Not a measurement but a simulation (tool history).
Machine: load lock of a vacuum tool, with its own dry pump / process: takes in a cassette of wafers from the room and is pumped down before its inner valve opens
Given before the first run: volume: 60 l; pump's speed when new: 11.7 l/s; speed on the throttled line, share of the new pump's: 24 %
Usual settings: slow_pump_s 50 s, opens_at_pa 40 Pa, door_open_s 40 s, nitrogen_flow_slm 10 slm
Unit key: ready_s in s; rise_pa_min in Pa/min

run	hour	slow_pump_s	opens_at_pa	door_open_s	nitrogen_flow_slm	incoming humidity of the room's air, %	ready_s	rise_pa_min
1	0.0	50	40	40	10	47.5	77.9	0.029
2	446.9	50	40	40	10	44.2	78.0	0.026
3	1013.4	50	40	35	10	42.7	78.2	0.025
# hour 1501.2: dry pump taken out, an overhauled one fitted
4	1654.3	50	40	35	10	43.9	78.0	0.026
5	2200.5	50	72	40	10	46.6	75.0	0.030
6	2662.8	50	72	40	10	42.8	75.0	0.034
7	3148.4	50	72	40	37	49.8	75.1	0.025
8	3577.9	50	72	40	37	43.4	75.9	0.019
9	4223.2	50	72	40	37	44.1	74.9	0.015
10	4712.7	50	72	40	37	42.3	75.7	0.018
11	5103.8	50	72	40	37	46.1	75.4	0.021
12	5664.3	50	72	40	37	48.3	74.8	0.022
# hour 5991.9: door's seal changed, seat wiped
13	6310.3	30	40	40	10	43.1	63.5	0.032
14	6586.4	50	40	40	10	44.0	78.5	0.026
15	7190.1	50	40	40	10	45.1	78.6	0.030
16	7509.5	50	40	40	10	45.1	79.3	0.033
17	7804.1	50	40	40	10	44.3	77.0	0.033
18	8386.1	50	40	56	10	47.5	78.7	0.041
19	8944.8	50	40	56	10	45.0	78.9	0.032
20	9286.9	50	48	56	10	46.3	76.9	0.041
21	9763.2	27	47	76	4	43.6	59.5	0.052
22	10384.4	27	47	76	4	45.2	60.3	0.055
23	11010.2	27	47	76	4	45.2	59.8	0.053
24	11375.3	50	40	40	23	46.5	77.6	0.030
25	11766.9	50	40	40	23	45.8	77.6	0.022
26	12385.9	50	40	138	26	43.4	78.1	0.040
27	12671.1	50	71	40	15	46.7	75.4	0.025
28	12951.0	38	40	30	10	44.7	69.2	0.031
29	13605.5	50	40	35	10	44.6	78.2	0.029
30	13933.8	50	40	35	10	43.5	78.5	0.025
# hour 14350.1: door's seal changed, seat wiped
31	14406.1	34	40	122	10	43.5	66.8	0.060
32	14865.9	34	40	122	10	44.8	66.2	0.056
33	15440.3	34	36	64	16	44.6	66.3	0.034
34	15866.6	50	73	40	37	46.3	75.1	0.018
35	16249.9	50	59	34	10	45.0	76.1	0.025
# hour 16528.2: dry pump taken out, an overhauled one fitted
36	16589.2	50	49	93	10	42.7	77.5	0.047
37	17215.9	33	61	45	11	42.9	63.9	0.027

Each row is a separate what-if for the run after 37, all from the same tool condition, not one after another. Results?
A	17769.9	98	61	45	11	44.1	?	?
B	17769.9	50	44	30	10	42.0	?	?
C	17769.9	50	57	40	10	42.4	?	?
D	17769.9	33	52	45	11	46.5	?	?

run	ready_s	rise_pa_min
A	112.3	0.032
B	77.7	0.023
C	75.5	0.024
D	63.4	0.035
Had the tool no hidden state, the same runs would have come out as:
run	ready_s	rise_pa_min
A	112.3	0.032
B	77.7	0.023
C	75.5	0.024
D	63.4	0.035
